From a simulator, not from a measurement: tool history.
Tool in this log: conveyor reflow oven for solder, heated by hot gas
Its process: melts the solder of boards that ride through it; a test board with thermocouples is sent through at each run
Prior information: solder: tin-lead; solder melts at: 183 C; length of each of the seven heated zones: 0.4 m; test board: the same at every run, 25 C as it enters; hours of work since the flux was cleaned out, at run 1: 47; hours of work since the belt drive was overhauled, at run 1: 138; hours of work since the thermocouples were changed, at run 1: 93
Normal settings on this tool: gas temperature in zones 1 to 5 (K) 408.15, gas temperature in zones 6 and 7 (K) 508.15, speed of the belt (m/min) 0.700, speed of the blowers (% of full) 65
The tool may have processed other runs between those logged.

| run | day | gas temperature in zones 1 to 5 (K) | gas temperature in zones 6 and 7 (K) | speed of the belt (m/min) | speed of the blowers (% of full) | hours of work since the flux was cleaned out | hours of work since the belt drive was overhauled | hours of work since the thermocouples were changed | highest temperature of the board (K) | time above the solder's melting point (s) |
|---|---|---|---|---|---|---|---|---|---|---|
| 1 | 0.000 | 408.15 | 508.15 | 0.700 | 65 | 47 | 138 | 93 | 487.95 | 47.8 |
| 2 | 1.546 | 408.15 | 508.15 | 0.700 | 65 | 72 | 163 | 118 | 487.75 | 47.6 |
| 3 | 2.825 | 408.15 | 508.15 | 0.700 | 65 | 93 | 184 | 139 | 487.25 | 47.2 |
| 4 | 4.871 | 409.15 | 508.15 | 0.700 | 65 | 127 | 217 | 172 | 486.85 | 48.0 |
|  | 6.788 | flux residue cleaned out of gas plates and filters |
| 5 | 7.150 | 410.15 | 508.15 | 0.700 | 65 | 6 | 251 | 206 | 485.15 | 46.5 |
| 6 | 8.600 | 410.15 | 508.15 | 0.700 | 65 | 30 | 275 | 230 | 484.95 | 46.5 |
| 7 | 10.683 | 408.15 | 508.15 | 0.700 | 65 | 64 | 309 | 264 | 484.45 | 44.6 |
| 8 | 12.067 | 408.15 | 508.15 | 0.700 | 65 | 86 | 332 | 286 | 483.45 | 44.3 |
| 9 | 14.067 | 408.15 | 508.15 | 0.700 | 65 | 119 | 364 | 319 | 483.95 | 44.2 |
| 10 | 15.338 | 408.15 | 508.15 | 0.700 | 65 | 140 | 385 | 340 | 482.95 | 44.1 |
|  | 16.367 | flux residue cleaned out of gas plates and filters |
| 11 | 16.525 | 408.15 | 508.15 | 0.700 | 65 | 3 | 401 | 355 | 487.55 | 48.6 |
| 12 | 17.808 | 408.15 | 508.15 | 0.700 | 65 | 24 | 422 | 376 | 487.15 | 48.2 |
|  | 18.733 | flux residue cleaned out of gas plates and filters, once more |
| 13 | 19.996 | 408.15 | 508.15 | 0.700 | 65 | 21 | 454 | 409 | 486.55 | 48.9 |
| 14 | 21.171 | 408.15 | 518.15 | 0.700 | 65 | 40 | 473 | 428 | 494.95 | 53.5 |
| 15 | 22.083 | 408.15 | 518.15 | 0.700 | 65 | 55 | 488 | 443 | 495.55 | 54.6 |
| 16 | 23.938 | 412.15 | 508.15 | 0.700 | 62 | 85 | 518 | 473 | 486.45 | 48.8 |
| 17 | 24.921 | 412.15 | 508.15 | 0.700 | 62 | 101 | 535 | 489 | 486.35 | 48.6 |
| 18 | 25.829 | 413.15 | 515.15 | 0.700 | 61 | 116 | 549 | 504 | 492.05 | 53.1 |
| 19 | 27.771 | 413.15 | 512.15 | 0.730 | 77 | 147 | 581 | 536 | 491.55 | 50.6 |
|  | 28.283 | flux residue cleaned out of gas plates and filters |
| 20 | 30.000 | 404.15 | 508.15 | 0.777 | 66 | 28 | 614 | 569 | 481.55 | 37.6 |
| 21 | 31.588 | 404.15 | 508.15 | 0.777 | 66 | 54 | 640 | 595 | 482.65 | 37.0 |
| 22 | 32.500 | 404.15 | 508.15 | 0.777 | 66 | 69 | 655 | 609 | 481.45 | 37.6 |
| 23 | 33.975 | 404.15 | 508.15 | 0.777 | 66 | 93 | 679 | 633 | 481.05 | 35.8 |
| 24 | 34.879 | 394.15 | 508.15 | 0.777 | 66 | 108 | 694 | 648 | 477.85 | 32.4 |
| 25 | 36.800 | 394.15 | 508.15 | 0.777 | 66 | 139 | 725 | 680 | 478.45 | 30.7 |
|  | 37.904 | flux residue cleaned out of gas plates and filters |
| 26 | 38.242 | 399.15 | 498.15 | 0.674 | 66 | 5 | 745 | 700 | 477.75 | 38.6 |
| 27 | 39.621 | 399.15 | 498.15 | 0.674 | 66 | 28 | 768 | 722 | 478.15 | 39.3 |
| 28 | 40.558 | 403.15 | 498.15 | 0.674 | 66 | 43 | 783 | 738 | 478.65 | 40.8 |
|  | 41.333 | belt drive overhauled, speed set with a stopwatch |
| 29 | 42.442 | 399.15 | 497.15 | 0.700 | 66 | 71 | 18 | 766 | 475.05 | 33.3 |

Some steps in highest temperature of the board (K), run to run, broken into two amounts with sign: the step expected even without the hidden condition (settings, incoming material, random variation), and the rest, left for the hidden condition together with whatever gauge scatter is not in both the measured and the hidden-condition-free result:
Hidden conditions of the tool in this case: heat that the gas passes to the board, % of a clean oven's; belt's true speed, % of the reading; true gas temperature in zones 6 and 7 over the reading, C; drift of the gauge itself on peak_c, C; drift of the gauge itself on liquid_s, %.
Run 10 -> 11: flux residue cleaned out of gas plates and filters. highest temperature of the board (K) +4.60: hidden state +4.10, all else +0.50.
Run 15 -> 16: gas temperature in zones 1 to 5 (K) 408.15 -> 412.15, gas temperature in zones 6 and 7 (K) 518.15 -> 508.15, speed of the blowers (% of full) 65 -> 62. highest temperature of the board (K) -9.10: hidden state -0.40, all else -8.70.
Run 19 -> 20: gas temperature in zones 1 to 5 (K) 413.15 -> 404.15, gas temperature in zones 6 and 7 (K) 512.15 -> 508.15, speed of the belt (m/min) 0.730 -> 0.777, speed of the blowers (% of full) 77 -> 66, flux residue cleaned out of gas plates and filters. highest temperature of the board (K) -10.00: hidden state +1.20, all else -11.20.
Run 25 -> 26: gas temperature in zones 1 to 5 (K) 394.15 -> 399.15, gas temperature in zones 6 and 7 (K) 508.15 -> 498.15, speed of the belt (m/min) 0.777 -> 0.674, flux residue cleaned out of gas plates and filters. highest temperature of the board (K) -0.70: hidden state +1.60, all else -2.30.
